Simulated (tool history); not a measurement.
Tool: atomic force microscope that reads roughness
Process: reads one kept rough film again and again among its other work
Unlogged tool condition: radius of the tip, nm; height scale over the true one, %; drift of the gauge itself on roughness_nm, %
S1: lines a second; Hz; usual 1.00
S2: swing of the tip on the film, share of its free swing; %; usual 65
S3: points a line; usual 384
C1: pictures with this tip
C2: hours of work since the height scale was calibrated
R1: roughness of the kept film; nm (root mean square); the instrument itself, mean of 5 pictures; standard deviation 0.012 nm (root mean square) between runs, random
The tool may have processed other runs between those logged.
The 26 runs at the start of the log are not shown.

run	hour	S1	S2	S3	C1	C2	R1
27	486.4	3.97	58	497	334	389	3.879
28	514.5	3.97	78	497	374	404	3.135
# hour 527.8: new tip fitted
29	539.8	1.11	56	384	17	417	4.220
30	566.3	1.11	56	384	54	431	4.210
31	585.2	1.67	89	384	81	441	3.415
32	601.8	2.31	89	408	104	450	3.145
33	628.9	1.37	67	488	142	464	4.038
34	654.2	1.00	67	694	178	478	4.108
35	669.9	1.00	67	694	200	486	4.122
36	699.2	1.00	67	694	242	502	4.097
37	724.3	0.52	70	568	277	515	4.155
38	753.6	0.75	65	617	318	531	4.176
39	777.4	1.97	57	276	352	544	4.084
40	796.8	1.97	57	276	379	554	4.094
# hour 808.7: new tip fitted
41	816.9	1.00	67	892	12	564	4.132
42	829.0	1.00	67	892	29	571	4.138
43	849.3	1.25	61	573	58	582	4.153
44	874.9	1.10	65	379	94	595	4.124

5 options for the next run, each taken on its own from the tool as it stands now. Forecast them:
A	899.7	0.82	56	358	129	608	?
B	899.7	1.25	57	266	129	608	?
C	899.7	1.00	65	384	129	608	?
D	899.7	0.73	61	384	129	608	?
E	899.7	1.46	65	384	129	608	?

run	R1
A	4.237
B	4.186
C	4.139
D	4.205
E	4.066
With no hidden state in the tool, these same runs would have given:
run	R1
A	4.242
B	4.191
C	4.143
D	4.210
E	4.071
